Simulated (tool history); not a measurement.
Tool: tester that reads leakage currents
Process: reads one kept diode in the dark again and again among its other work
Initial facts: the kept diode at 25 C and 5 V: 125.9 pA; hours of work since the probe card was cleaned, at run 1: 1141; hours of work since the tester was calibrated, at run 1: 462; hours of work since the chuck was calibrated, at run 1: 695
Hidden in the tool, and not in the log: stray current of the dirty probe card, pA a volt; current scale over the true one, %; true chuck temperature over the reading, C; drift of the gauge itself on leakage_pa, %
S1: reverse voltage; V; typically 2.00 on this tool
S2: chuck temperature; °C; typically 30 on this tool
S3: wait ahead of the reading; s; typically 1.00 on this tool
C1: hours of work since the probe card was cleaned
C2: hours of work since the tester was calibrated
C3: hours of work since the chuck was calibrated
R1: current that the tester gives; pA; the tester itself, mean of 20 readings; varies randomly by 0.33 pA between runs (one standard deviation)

run,day,S1,S2,S3,C1,C2,C3,R1
1,0.000,2.00,30,1.00,1141,462,695,106.05
2,3.296,2.00,30,1.00,1184,505,738,105.64
3,5.817,2.00,30,1.00,1217,538,771,105.81
4,8.496,2.00,30,1.00,1252,573,806,105.01
5,10.588,2.09,30,1.00,1279,601,833,107.86
6,14.100,3.33,54,0.79,1325,646,879,786.65
7,17.829,3.33,54,0.79,1374,695,927,782.70
# day 18.296: tester calibrated
8,19.779,1.05,36,0.79,1398,19,952,112.94
9,22.904,3.12,49,9.85,1439,60,993,537.02
10,26.179,13.64,28,1.00,1482,103,1035,274.46

Forecast each of these 4 alternatives for the next run:
# day 27.629: tester calibrated, once more
A,30.108,4.60,31,0.67,1532,32,1086,?
# day 27.629: tester calibrated, once more
B,30.108,2.14,51,1.00,1532,32,1086,?
# day 27.629: tester calibrated, once more
C,30.108,5.46,30,1.00,1532,32,1086,?
# day 27.629: tester calibrated, once more
D,30.108,16.80,22,1.00,1532,32,1086,?

run,R1
A,180.20
B,490.31
C,184.23
D,192.78
What these runs would have given with no unlogged condition in the tool:
run,R1
A,192.62
B,526.42
C,196.50
D,198.46
